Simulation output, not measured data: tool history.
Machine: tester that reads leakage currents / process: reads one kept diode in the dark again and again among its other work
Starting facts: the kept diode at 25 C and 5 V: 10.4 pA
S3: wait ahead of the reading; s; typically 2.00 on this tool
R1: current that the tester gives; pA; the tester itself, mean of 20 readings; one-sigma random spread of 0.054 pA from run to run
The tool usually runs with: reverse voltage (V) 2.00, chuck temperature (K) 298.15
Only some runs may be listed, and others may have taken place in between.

run 1 hour=0.0 | reverse_voltage_(V)=2.00 chuck_temperature_(K)=298.15 S3=2.00 | R1=6.86
run 2 hour=182.6 | reverse_voltage_(V)=2.00 chuck_temperature_(K)=313.15 S3=2.00 | R1=22.30
run 3 hour=367.2 | reverse_voltage_(V)=2.00 chuck_temperature_(K)=313.15 S3=2.00 | R1=22.19
run 4 hour=528.4 | reverse_voltage_(V)=2.00 chuck_temperature_(K)=313.15 S3=2.00 | R1=22.26
run 5 hour=769.0 | reverse_voltage_(V)=2.00 chuck_temperature_(K)=298.15 S3=2.00 | R1=6.88
run 6 hour=996.3 | reverse_voltage_(V)=2.00 chuck_temperature_(K)=315.15 S3=2.00 | R1=26.03
run 7 hour=1281.4 | reverse_voltage_(V)=2.00 chuck_temperature_(K)=315.15 S3=2.00 | R1=26.09
run 8 hour=1569.2 | reverse_voltage_(V)=2.00 chuck_temperature_(K)=298.15 S3=2.00 | R1=6.79
run 9 hour=1785.9 | reverse_voltage_(V)=2.00 chuck_temperature_(K)=298.15 S3=2.00 | R1=6.80
run 10 hour=1989.0 | reverse_voltage_(V)=2.00 chuck_temperature_(K)=298.15 S3=2.00 | R1=6.81
run 11 hour=2218.7 | reverse_voltage_(V)=2.00 chuck_temperature_(K)=298.15 S3=2.00 | R1=6.87
run 12 hour=2398.0 | reverse_voltage_(V)=2.00 chuck_temperature_(K)=298.15 S3=2.00 | R1=6.79
run 13 hour=2627.6 | reverse_voltage_(V)=2.00 chuck_temperature_(K)=298.15 S3=1.19 | R1=7.04
run 14 hour=2837.6 | reverse_voltage_(V)=2.00 chuck_temperature_(K)=298.15 S3=1.19 | R1=7.06
run 15 hour=3050.6 | reverse_voltage_(V)=2.00 chuck_temperature_(K)=298.15 S3=2.00 | R1=6.80
run 16 hour=3182.1 | reverse_voltage_(V)=2.40 chuck_temperature_(K)=298.15 S3=2.00 | R1=7.48
run 17 hour=3461.8 | reverse_voltage_(V)=2.40 chuck_temperature_(K)=298.15 S3=2.00 | R1=7.47
run 18 hour=3678.5 | reverse_voltage_(V)=2.00 chuck_temperature_(K)=298.15 S3=2.00 | R1=6.77
run 19 hour=3829.6 | reverse_voltage_(V)=2.00 chuck_temperature_(K)=298.15 S3=2.00 | R1=6.75
run 20 hour=4040.0 | reverse_voltage_(V)=14.84 chuck_temperature_(K)=298.15 S3=2.00 | R1=20.76
run 21 hour=4172.4 | reverse_voltage_(V)=2.00 chuck_temperature_(K)=298.15 S3=3.26 | R1=6.73
run 22 hour=4442.2 | reverse_voltage_(V)=2.00 chuck_temperature_(K)=295.15 S3=3.18 | R1=5.31
run 23 hour=4666.7 | reverse_voltage_(V)=2.00 chuck_temperature_(K)=308.15 S3=0.69 | R1=15.65
run 24 hour=4828.5 | reverse_voltage_(V)=2.00 chuck_temperature_(K)=296.15 S3=2.00 | R1=5.79
run 25 hour=5062.5 | reverse_voltage_(V)=2.00 chuck_temperature_(K)=300.15 S3=0.48 | R1=8.80
run 26 hour=5249.1 | reverse_voltage_(V)=2.00 chuck_temperature_(K)=299.15 S3=6.00 | R1=7.29
run 27 hour=5488.3 | reverse_voltage_(V)=17.65 chuck_temperature_(K)=306.15 S3=2.21 | R1=41.38
run 28 hour=5761.3 | reverse_voltage_(V)=3.09 chuck_temperature_(K)=306.15 S3=0.66 | R1=17.14
run 29 hour=5989.4 | reverse_voltage_(V)=3.09 chuck_temperature_(K)=296.15 S3=0.33 | R1=9.63
run 30 hour=6249.4 | reverse_voltage_(V)=2.00 chuck_temperature_(K)=306.15 S3=0.97 | R1=13.26
run 31 hour=6451.7 | reverse_voltage_(V)=2.00 chuck_temperature_(K)=293.15 S3=2.00 | R1=4.64
run 32 hour=6618.7 | reverse_voltage_(V)=1.07 chuck_temperature_(K)=298.15 S3=2.10 | R1=4.82
run 33 hour=6882.2 | reverse_voltage_(V)=7.20 chuck_temperature_(K)=307.15 S3=2.37 | R1=27.54
run 34 hour=7016.8 | reverse_voltage_(V)=4.38 chuck_temperature_(K)=298.15 S3=2.00 | R1=10.42
run 35 hour=7175.6 | reverse_voltage_(V)=4.38 chuck_temperature_(K)=298.15 S3=2.00 | R1=10.50
run 36 hour=7317.5 | reverse_voltage_(V)=4.81 chuck_temperature_(K)=300.15 S3=4.25 | R1=12.57
run 37 hour=7560.5 | reverse_voltage_(V)=1.07 chuck_temperature_(K)=300.15 S3=4.12 | R1=5.57
run 38 hour=7779.9 | reverse_voltage_(V)=3.13 chuck_temperature_(K)=307.15 S3=1.02 | R1=18.05
run 39 hour=8008.3 | reverse_voltage_(V)=2.00 chuck_temperature_(K)=315.15 S3=2.13 | R1=25.93

Put back what was entered between runs (6 entries, withheld): which listed runs does each sit between, and how does the hidden state differ from the listed run before to the listed run after?
Runs 5 to 6: chuck's temperature calibrated (hour 795.8)
  nothing in the hidden state changes from one run to the other
Runs 7 to 8: probe card cleaned and baked (hour 1437.4)
  stray current of the dirty probe card, pA a volt: 0.021 -> 0.02
Runs 13 to 14: tester calibrated (hour 2829.2)
  stray current of the dirty probe card, pA a volt: 0.02 -> 0.021
Runs 19 to 20: chuck's temperature calibrated (hour 4025.0)
  nothing in the hidden state changes from one run to the other
Runs 24 to 25: probe card cleaned and baked (hour 4845.4)
  stray current of the dirty probe card, pA a volt: 0.021 -> 0.02
Runs 35 to 36: chuck's temperature calibrated (hour 7243.8)
  nothing in the hidden state changes from one run to the other
